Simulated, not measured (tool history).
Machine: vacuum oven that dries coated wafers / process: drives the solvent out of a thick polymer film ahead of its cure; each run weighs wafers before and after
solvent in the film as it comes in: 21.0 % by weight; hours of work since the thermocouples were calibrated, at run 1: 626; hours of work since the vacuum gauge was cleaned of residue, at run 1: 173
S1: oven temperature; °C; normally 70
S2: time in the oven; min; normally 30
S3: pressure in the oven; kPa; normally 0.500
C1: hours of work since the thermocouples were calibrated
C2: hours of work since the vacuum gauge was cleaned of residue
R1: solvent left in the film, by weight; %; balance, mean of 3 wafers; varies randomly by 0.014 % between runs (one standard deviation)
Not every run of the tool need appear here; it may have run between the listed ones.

run 1 hour=0.0 | S1=70 S2=30 S3=0.500 | C1=626 C2=173 | R1=1.44
run 2 hour=24.6 | S1=70 S2=30 S3=0.500 | C1=637 C2=184 | R1=1.45
run 3 hour=43.2 | S1=70 S2=30 S3=0.500 | C1=645 C2=192 | R1=1.44
run 4 hour=70.1 | S1=70 S2=42 S3=0.500 | C1=657 C2=204 | R1=0.59
run 5 hour=94.6 | S1=70 S2=42 S3=0.500 | C1=667 C2=214 | R1=0.60
-- hour=97.8 oven's thermocouples calibrated
run 6 hour=118.1 | S1=70 S2=42 S3=0.500 | C1=9 C2=224 | R1=0.62
run 7 hour=140.8 | S1=70 S2=42 S3=0.500 | C1=19 C2=234 | R1=0.60
run 8 hour=158.9 | S1=78 S2=42 S3=0.500 | C1=27 C2=242 | R1=0.19
run 9 hour=177.6 | S1=78 S2=42 S3=0.500 | C1=35 C2=250 | R1=0.17
run 10 hour=202.4 | S1=83 S2=30 S3=0.500 | C1=46 C2=261 | R1=0.17
run 11 hour=224.8 | S1=71 S2=26 S3=0.270 | C1=56 C2=270 | R1=1.58
run 12 hour=236.8 | S1=70 S2=30 S3=0.301 | C1=61 C2=276 | R1=1.34

Alternative continuations, all from the tool just after run 12; predict every row:
run A hour=250.6 | S1=84 S2=30 S3=0.301 | C1=67 C2=282 | R1=?
run B hour=250.6 | S1=70 S2=17 S3=1.100 | C1=67 C2=282 | R1=?
run C hour=250.6 | S1=70 S2=30 S3=0.702 | C1=67 C2=282 | R1=?

run=A R1=0.10
run=B R1=4.13
run=C R1=1.48
What these runs would have given with no unlogged condition in the tool:
run=A R1=0.11
run=B R1=4.37
run=C R1=1.61

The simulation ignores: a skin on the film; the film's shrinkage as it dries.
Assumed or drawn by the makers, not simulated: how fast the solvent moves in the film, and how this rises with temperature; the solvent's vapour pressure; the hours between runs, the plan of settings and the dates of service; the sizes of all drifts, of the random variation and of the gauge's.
